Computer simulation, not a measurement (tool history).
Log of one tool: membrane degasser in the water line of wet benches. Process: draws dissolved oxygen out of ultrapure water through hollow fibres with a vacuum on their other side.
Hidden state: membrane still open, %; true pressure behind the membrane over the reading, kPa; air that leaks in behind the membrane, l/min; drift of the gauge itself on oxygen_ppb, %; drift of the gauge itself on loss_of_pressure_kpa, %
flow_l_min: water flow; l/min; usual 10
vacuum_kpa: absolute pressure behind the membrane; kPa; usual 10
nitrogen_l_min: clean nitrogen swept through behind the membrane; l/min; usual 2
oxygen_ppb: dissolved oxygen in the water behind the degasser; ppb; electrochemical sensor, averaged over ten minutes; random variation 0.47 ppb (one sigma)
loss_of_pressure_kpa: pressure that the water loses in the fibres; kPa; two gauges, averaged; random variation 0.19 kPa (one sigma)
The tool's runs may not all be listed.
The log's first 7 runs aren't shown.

run	hour	flow_l_min	vacuum_kpa	nitrogen_l_min	hours since the membrane was changed	hours since the vacuum gauge was calibrated	hours since the vacuum lines were made tight	oxygen_ppb	loss_of_pressure_kpa
8	591.3	16	10	2	4605	906	2983	190.1	66.54
9	648.6	16	10	2	4663	963	3041	189.7	66.66
# hour 655.3: vacuum gauge calibrated
10	710.7	16	10	2	4724	55	3102	190.9	66.4
11	815.1	16	10	2	4829	160	3207	189.3	66.6
12	884.7	10	7.1	2	4898	229	3276	55.1	41.88
13	978.2	10	7.1	2	4992	323	3370	54.8	41.66
# hour 1002.6: vacuum gauge calibrated, once more
14	1032.9	10	7.1	2	5046	30	3424	53.6	42.02
15	1084.5	10	10	2.16	5098	82	3475	84.4	41.67
16	1134.9	10	10	2	5148	132	3526	90.6	41.54
17	1195.4	10	6.5	2.34	5208	193	3586	40.5	41.79
18	1243.2	10	6.5	2.34	5256	241	3634	41.1	41.52
19	1357.4	7	8.5	2.13	5370	355	3748	46	29.03
20	1422.2	7	8.5	2.13	5435	420	3813	45.4	28.86
21	1525.9	7	8.5	2.13	5539	523	3917	45.6	29.42
22	1573	9	23.1	2.13	5586	570	3964	213.1	37.15
23	1632.1	9	23.1	2.13	5645	629	4023	213.1	37.49
24	1700.2	10	10	3.98	5713	698	4091	49.5	41.57
25	1761.4	10	10	3.98	5774	759	4152	49.4	42.01
26	1815.8	9	10	1.73	5829	813	4207	92.3	37.88
27	1898.3	10	20.5	1.94	5911	896	4289	226.4	41.92
28	1958.6	10	11.9	2	5972	956	4350	115.6	42.36
29	2071.4	10	11.9	2	6084	1069	4462	115.5	42.19
30	2168.1	8	18.1	5.33	6181	1166	4559	60.5	33.34

Run 31 comes next. What will it give?
31	2246.7	13	7.1	5.33	6260	1244	4638	?	?

Run 31 gave oxygen_ppb 48.8 ppb, loss_of_pressure_kpa 54.5 kPa.
Without the tool's hidden state the same run would have given oxygen_ppb 42.3 ppb, loss_of_pressure_kpa 52.17 kPa.
